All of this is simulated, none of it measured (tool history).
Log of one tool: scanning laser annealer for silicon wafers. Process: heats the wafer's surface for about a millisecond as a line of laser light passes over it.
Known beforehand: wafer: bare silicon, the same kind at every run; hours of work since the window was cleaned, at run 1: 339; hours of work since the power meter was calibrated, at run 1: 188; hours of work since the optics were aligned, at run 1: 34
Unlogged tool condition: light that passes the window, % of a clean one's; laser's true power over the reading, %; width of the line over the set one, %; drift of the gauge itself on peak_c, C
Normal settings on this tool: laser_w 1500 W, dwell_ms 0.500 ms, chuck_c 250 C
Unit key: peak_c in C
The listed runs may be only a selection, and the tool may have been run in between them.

| run | hour | laser_w | dwell_ms | chuck_c | hours of work since the window was cleaned | hours of work since the power meter was calibrated | hours of work since the optics were aligned | peak_c |
|---|---|---|---|---|---|---|---|---|
| 1 | 0.0 | 1500 | 0.500 | 250 | 339 | 188 | 34 | 1021 |
| 2 | 9.6 | 1500 | 0.500 | 250 | 345 | 194 | 40 | 1020 |
| 3 | 18.0 | 1500 | 0.500 | 250 | 351 | 200 | 46 | 1022 |
| 4 | 22.3 | 1500 | 0.500 | 250 | 353 | 203 | 49 | 1022 |
| 5 | 30.6 | 1500 | 0.500 | 250 | 359 | 208 | 54 | 1023 |
|  | 33.4 | window over the wafer cleaned |
| 6 | 41.6 | 1500 | 0.500 | 250 | 5 | 214 | 60 | 1018 |
| 7 | 48.9 | 1604 | 0.466 | 214 | 10 | 219 | 65 | 1021 |
|  | 56.5 | window over the wafer cleaned, once more |
| 8 | 58.9 | 1604 | 0.466 | 214 | 2 | 224 | 70 | 1045 |
| 9 | 63.8 | 1460 | 0.460 | 289 | 5 | 227 | 73 | 1015 |

The next listed run, before its measurement:
| 10 | 71.6 | 1536 | 0.474 | 215 | 10 | 232 | 78 | ? |

peak_c: 1005 C
Without the tool's hidden state the same run would have given peak_c 1012 C.
